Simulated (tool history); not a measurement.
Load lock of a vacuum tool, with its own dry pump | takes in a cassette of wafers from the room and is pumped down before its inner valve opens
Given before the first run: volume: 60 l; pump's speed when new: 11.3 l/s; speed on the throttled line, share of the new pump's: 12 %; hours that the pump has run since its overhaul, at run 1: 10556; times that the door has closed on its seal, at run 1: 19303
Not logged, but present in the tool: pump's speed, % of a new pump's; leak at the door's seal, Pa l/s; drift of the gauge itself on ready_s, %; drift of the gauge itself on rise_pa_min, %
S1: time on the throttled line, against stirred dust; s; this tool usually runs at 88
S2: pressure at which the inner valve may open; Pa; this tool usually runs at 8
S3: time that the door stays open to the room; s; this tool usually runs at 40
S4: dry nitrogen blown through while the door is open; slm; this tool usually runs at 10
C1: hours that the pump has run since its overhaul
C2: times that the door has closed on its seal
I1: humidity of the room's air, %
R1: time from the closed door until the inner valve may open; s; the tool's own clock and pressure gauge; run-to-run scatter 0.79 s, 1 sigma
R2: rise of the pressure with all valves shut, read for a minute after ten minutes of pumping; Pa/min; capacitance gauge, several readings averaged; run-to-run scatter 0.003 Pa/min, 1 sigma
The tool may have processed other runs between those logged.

Run 1, day 0.000: usual settings; C1 10556; C2 19303; I1 46.8. Result: R1 142.1 s, R2 0.105 Pa/min.
Run 2, day 13.233: usual settings; C1 10873; C2 20405; I1 44.7. Result: R1 143.1 s, R2 0.114 Pa/min.
At day 23.646: dry pump taken out, an overhauled one fitted.
Run 3, day 24.267: usual settings but S2 11 Pa; C1 15; C2 21303; I1 46.3. Result: R1 126.9 s, R2 0.125 Pa/min.
Run 4, day 39.200: usual settings but S2 11 Pa; C1 373; C2 22547; I1 47.7. Result: R1 126.3 s, R2 0.131 Pa/min.
Run 5, day 47.096: usual settings but S2 11 Pa; C1 563; C2 23205; I1 49.5. Result: R1 126.5 s, R2 0.133 Pa/min.
Run 6, day 56.354: usual settings but S3 72 s; C1 785; C2 23976; I1 46.0. Result: R1 126.6 s, R2 0.153 Pa/min.
Run 7, day 68.225: usual settings but S3 72 s; C1 1070; C2 24965; I1 45.0. Result: R1 127.8 s, R2 0.167 Pa/min.
Run 8, day 85.633: usual settings but S3 72 s; C1 1488; C2 26415; I1 47.6. Result: R1 130.4 s, R2 0.179 Pa/min.
Run 9, day 94.779: usual settings but S3 72 s; C1 1707; C2 27176; I1 49.0. Result: R1 130.0 s, R2 0.183 Pa/min.
Run 10, day 112.875: usual settings but S3 72 s; C1 2142; C2 28684; I1 44.9. Result: R1 130.3 s, R2 0.198 Pa/min.
Run 11, day 124.942: usual settings but S3 72 s; C1 2431; C2 29689; I1 46.8. Result: R1 130.3 s, R2 0.199 Pa/min.
Run 12, day 139.675: usual settings but S3 72 s; C1 2785; C2 30916; I1 43.1. Result: R1 131.2 s, R2 0.206 Pa/min.
Run 13, day 156.904: usual settings but S3 72 s; C1 3198; C2 32351; I1 40.9. Result: R1 130.4 s, R2 0.216 Pa/min.
Run 14, day 171.525: usual settings but S3 72 s; C1 3549; C2 33569; I1 45.4. Result: R1 131.3 s, R2 0.232 Pa/min.
Run 15, day 185.262: usual settings but S3 72 s; C1 3879; C2 34713; I1 42.1. Result: R1 132.3 s, R2 0.228 Pa/min.
Run 16, day 197.962: usual settings; C1 4184; C2 35771; I1 45.2. Result: R1 132.8 s, R2 0.235 Pa/min.
Run 17, day 211.021: usual settings; C1 4497; C2 36858; I1 44.1. Result: R1 132.2 s, R2 0.242 Pa/min.
Run 18, day 226.204: usual settings but S4 16 slm; C1 4861; C2 38123; I1 48.3. Result: R1 133.5 s, R2 0.245 Pa/min.
Run 19, day 241.879: usual settings; C1 5238; C2 39429; I1 45.3. Result: R1 134.1 s, R2 0.260 Pa/min.
Run 20, day 250.150: usual settings but S2 12 Pa, S3 37 s; C1 5436; C2 40117; I1 45.0. Result: R1 131.4 s, R2 0.267 Pa/min.
Run 21, day 259.442: usual settings but S1 138 s, S2 13 Pa, S3 60 s, S4 4 slm; C1 5659; C2 40891; I1 46.5. Result: R1 173.4 s, R2 0.300 Pa/min.
Run 22, day 267.654: usual settings but S1 138 s, S2 13 Pa, S3 60 s, S4 4 slm; C1 5856; C2 41575; I1 42.9. Result: R1 174.7 s, R2 0.300 Pa/min.
Run 23, day 286.475: usual settings but S1 52 s, S4 25 slm; C1 6308; C2 43143; I1 45.4. Result: R1 103.4 s, R2 0.284 Pa/min.
Run 24, day 297.317: usual settings but S3 61 s; C1 6568; C2 44046; I1 44.5. Result: R1 135.4 s, R2 0.323 Pa/min.
Run 25, day 305.512: usual settings but S3 61 s; C1 6765; C2 44729; I1 41.6. Result: R1 135.2 s, R2 0.314 Pa/min.
Run 26, day 319.000: usual settings but S3 58 s; C1 7089; C2 45852; I1 46.7. Result: R1 136.4 s, R2 0.327 Pa/min.
Run 27, day 334.000: usual settings but S3 58 s; C1 7449; C2 47101; I1 47.7. Result: R1 135.4 s, R2 0.348 Pa/min.
Run 28, day 347.550: usual settings but S1 61 s, S3 58 s; C1 7774; C2 48230; I1 46.2. Result: R1 113.9 s, R2 0.348 Pa/min.
Run 29, day 361.300: usual settings but S2 6 Pa, S3 31 s, S4 7 slm; C1 8104; C2 49375; I1 46.2. Result: R1 139.6 s, R2 0.351 Pa/min.
Run 30, day 370.108: usual settings but S1 129 s, S3 73 s, S4 15 slm; C1 8315; C2 50109; I1 43.5. Result: R1 172.0 s, R2 0.371 Pa/min.
Run 31, day 384.979: usual settings but S1 129 s, S3 73 s, S4 15 slm; C1 8672; C2 51348; I1 43.9. Result: R1 171.1 s, R2 0.389 Pa/min.
Run 32, day 401.504: usual settings but S1 129 s, S3 73 s, S4 15 slm; C1 9069; C2 52724; I1 44.1. Result: R1 174.3 s, R2 0.407 Pa/min.
Run 33, day 412.742: usual settings but S1 146 s, S2 7 Pa, S3 35 s, S4 44 slm; C1 9338; C2 53660; I1 43.7. Result: R1 187.2 s, R2 0.378 Pa/min.
Run 34, day 428.496: usual settings but S1 146 s, S2 7 Pa, S3 35 s, S4 44 slm; C1 9716; C2 54972; I1 41.9. Result: R1 187.8 s, R2 0.398 Pa/min.
Run 35, day 438.533: usual settings but S1 146 s, S2 7 Pa, S3 35 s, S4 44 slm; C1 9957; C2 55808; I1 45.1. Result: R1 190.4 s, R2 0.416 Pa/min.
Run 36, day 452.842: usual settings but S1 146 s, S2 7 Pa, S3 35 s, S4 44 slm; C1 10301; C2 57000; I1 46.1. Result: R1 191.0 s, R2 0.426 Pa/min.
Run 37, day 467.825: usual settings but S1 48 s, S2 7 Pa, S3 129 s, S4 5 slm; C1 10660; C2 58248; I1 47.8. Result: R1 111.1 s, R2 0.530 Pa/min.
Run 38, day 480.358: usual settings but S1 48 s, S2 7 Pa, S3 129 s, S4 5 slm; C1 10961; C2 59292; I1 44.8. Result: R1 110.7 s, R2 0.546 Pa/min.

The same runs without the tool's hidden state, with the same run-to-run variation:
run     R1     R2
  1  128.0  0.039
  2  128.2  0.039
  3  126.9  0.046
  4  126.0  0.044
  5  126.0  0.041
  6  125.9  0.057
  7  126.9  0.061
  8  129.0  0.065
  9  128.3  0.066
 10  128.2  0.065
 11  127.8  0.060
 12  128.2  0.058
 13  127.0  0.055
 14  127.5  0.063
 15  128.1  0.052
 16  128.2  0.043
 17  127.2  0.044
 18  128.1  0.036
 19  128.3  0.038
 20  125.7  0.041
 21  168.5  0.065
 22  169.6  0.057
 23   95.5  0.028
 24  127.8  0.054
 25  127.3  0.048
 26  128.1  0.050
 27  126.6  0.056
 28  103.8  0.045
 29  129.4  0.034
 30  163.1  0.050
 31  161.8  0.052
 32  164.3  0.050
 33  177.4  0.018
 34  177.6  0.016
 35  179.8  0.024
 36  179.8  0.018
 37   94.8  0.116
 38   93.8  0.111

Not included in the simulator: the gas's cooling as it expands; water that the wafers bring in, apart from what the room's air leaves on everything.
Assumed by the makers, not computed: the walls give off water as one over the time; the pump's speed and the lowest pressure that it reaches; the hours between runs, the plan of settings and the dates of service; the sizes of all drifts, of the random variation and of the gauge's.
